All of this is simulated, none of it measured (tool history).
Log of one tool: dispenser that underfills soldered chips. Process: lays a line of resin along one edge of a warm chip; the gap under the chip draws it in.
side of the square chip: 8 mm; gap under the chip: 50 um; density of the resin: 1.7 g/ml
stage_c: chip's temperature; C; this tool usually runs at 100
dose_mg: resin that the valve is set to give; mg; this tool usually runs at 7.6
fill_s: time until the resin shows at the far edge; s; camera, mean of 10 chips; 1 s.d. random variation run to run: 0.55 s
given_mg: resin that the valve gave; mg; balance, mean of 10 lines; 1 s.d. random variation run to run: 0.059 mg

| run | hour | stage_c | dose_mg | fill_s | given_mg |
|---|---|---|---|---|---|
| 1 | 0 | 100 | 7.6 | 48 | 7.13 |
| 2 | 7 | 100 | 7.6 | 71 | 7.2 |
| 3 | 11.7 | 100 | 7.6 | 94.5 | 7.05 |
|  | 15.1 | new syringe of resin |
| 4 | 18.2 | 100 | 7.6 | 56.2 | 7.03 |
|  | 22.5 | dispensing valve cleaned and set on the balance |
| 5 | 24.8 | 89 | 7.6 | 107.6 | 7.67 |
| 6 | 28.9 | 100 | 9.08 | 98.8 | 9.13 |
|  | 31.2 | new syringe of resin |
| 7 | 35.6 | 100 | 9.08 | 58.9 | 9.06 |
| 8 | 40 | 90 | 9.08 | 104.6 | 8.97 |
| 9 | 43.7 | 100 | 7.6 | 96.3 | 7.5 |
|  | 46.4 | new syringe of resin |
| 10 | 52.1 | 100 | 7.6 | 65.7 | 7.47 |
| 11 | 58.1 | 100 | 7.6 | 94.6 | 7.5 |
|  | 61.5 | new syringe of resin |
| 12 | 65 | 105 | 7.6 | 48.8 | 7.43 |
| 13 | 72.8 | 105 | 7.6 | 77.7 | 7.42 |
|  | 76.5 | new syringe of resin |
| 14 | 79 | 100 | 7.6 | 56.7 | 7.53 |
| 15 | 86.9 | 100 | 7.6 | 87.8 | 7.31 |
|  | 91.9 | new syringe of resin |
| 16 | 94.3 | 100 | 7.6 | 55 | 7.47 |
| 17 | 98.1 | 100 | 7.6 | 69.1 | 7.34 |
| 18 | 104.7 | 100 | 7.6 | 99.2 | 7.4 |
|  | 107.1 | new syringe of resin |
| 19 | 111.3 | 110 | 7.37 | 46.6 | 7.03 |
| 20 | 116.5 | 100 | 9.3 | 80.1 | 8.95 |
| 21 | 120.6 | 100 | 9.3 | 102.3 | 9.06 |
|  | 121.9 | new syringe of resin |
| 22 | 124.4 | 100 | 9.3 | 53 | 8.91 |
| 23 | 132.2 | 100 | 9.3 | 83.7 | 8.96 |
|  | 136.8 | new syringe of resin |
| 24 | 139.2 | 85 | 8.31 | 85.3 | 7.98 |
| 25 | 142.7 | 102 | 7.46 | 63.4 | 7.14 |

For run 26, what comes out?
| 26 | 149.3 | 107 | 9.6 | ? | ? |

fill_s: 76.4 s
given_mg: 9.21 mg
Minus the tool's unlogged condition, the same run would have read fill_s 36.5 s, given_mg 9.71 mg.

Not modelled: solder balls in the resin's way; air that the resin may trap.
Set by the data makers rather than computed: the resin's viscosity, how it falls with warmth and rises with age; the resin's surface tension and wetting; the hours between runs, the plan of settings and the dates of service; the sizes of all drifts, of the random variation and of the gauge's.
